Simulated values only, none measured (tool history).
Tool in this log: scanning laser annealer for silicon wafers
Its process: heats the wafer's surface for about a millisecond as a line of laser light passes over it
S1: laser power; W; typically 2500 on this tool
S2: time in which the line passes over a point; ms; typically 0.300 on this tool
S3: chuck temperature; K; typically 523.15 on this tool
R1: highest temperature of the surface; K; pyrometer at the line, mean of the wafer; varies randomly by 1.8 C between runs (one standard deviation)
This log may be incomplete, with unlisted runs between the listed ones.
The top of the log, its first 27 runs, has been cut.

Run 28, hour 758.3: usual settings but S2 0.222 ms, S3 542.15 K. Result: R1 1216.15 K.
Run 29, hour 795.3: usual settings but S2 0.222 ms, S3 542.15 K. Result: R1 1215.15 K.
Run 30, hour 832.4: usual settings but S1 2325 W, S2 0.279 ms, S3 514.15 K. Result: R1 1199.15 K.
Run 31, hour 857.2: usual settings but S1 2446 W, S2 0.348 ms, S3 533.15 K. Result: R1 1338.15 K.
Run 32, hour 891.1: usual settings but S2 0.258 ms, S3 555.15 K. Result: R1 1277.15 K.
Run 33, hour 913.1: usual settings but S1 2347 W, S2 0.337 ms, S3 534.15 K. Result: R1 1289.15 K.
Run 34, hour 930.1: usual settings but S1 2294 W, S2 0.307 ms, S3 558.15 K. Result: R1 1262.15 K.
Run 35, hour 948.6: usual settings but S1 2568 W, S3 504.15 K. Result: R1 1300.15 K.
Run 36, hour 984.7: usual settings but S1 2457 W, S2 0.223 ms, S3 520.15 K. Result: R1 1178.15 K.
Run 37, hour 1008.1: usual settings but S1 2457 W, S2 0.223 ms, S3 520.15 K. Result: R1 1179.15 K.
Run 38, hour 1025.8: usual settings but S1 2501 W, S2 0.299 ms, S3 527.15 K. Result: R1 1292.15 K.
Run 39, hour 1053.2: usual settings but S1 2415 W, S2 0.316 ms, S3 560.15 K. Result: R1 1314.15 K.
Run 40, hour 1086.7: usual settings but S1 2637 W, S2 0.213 ms, S3 554.15 K. Result: R1 1255.15 K.
Run 41, hour 1102.3: usual settings but S2 0.253 ms, S3 499.15 K. Result: R1 1206.15 K.

Branching from run 41: 4 alternative next runs. What would each branch give?
At hour 1114.8: optics aligned, line set to its width.
Run A, hour 1140.6: usual settings but S2 0.360 ms, S3 503.15 K. Result: R1 ?.
At hour 1114.8: optics aligned, line set to its width.
Run B, hour 1140.6: usual settings but S1 2317 W, S2 0.253 ms, S3 519.15 K. Result: R1 ?.
At hour 1114.8: optics aligned, line set to its width.
Run C, hour 1140.6: usual settings but S1 2194 W, S2 0.215 ms, S3 507.15 K. Result: R1 ?.
At hour 1114.8: optics aligned, line set to its width.
Run D, hour 1140.6: usual settings but S1 2217 W, S2 0.253 ms, S3 499.15 K. Result: R1 ?.

run       R1
  A  1351.15
  B  1175.15
  C  1073.15
  D  1118.15
Without the tool's unlogged condition, the same runs would have read:
run       R1
  A  1360.15
  B  1181.15
  C  1079.15
  D  1124.15
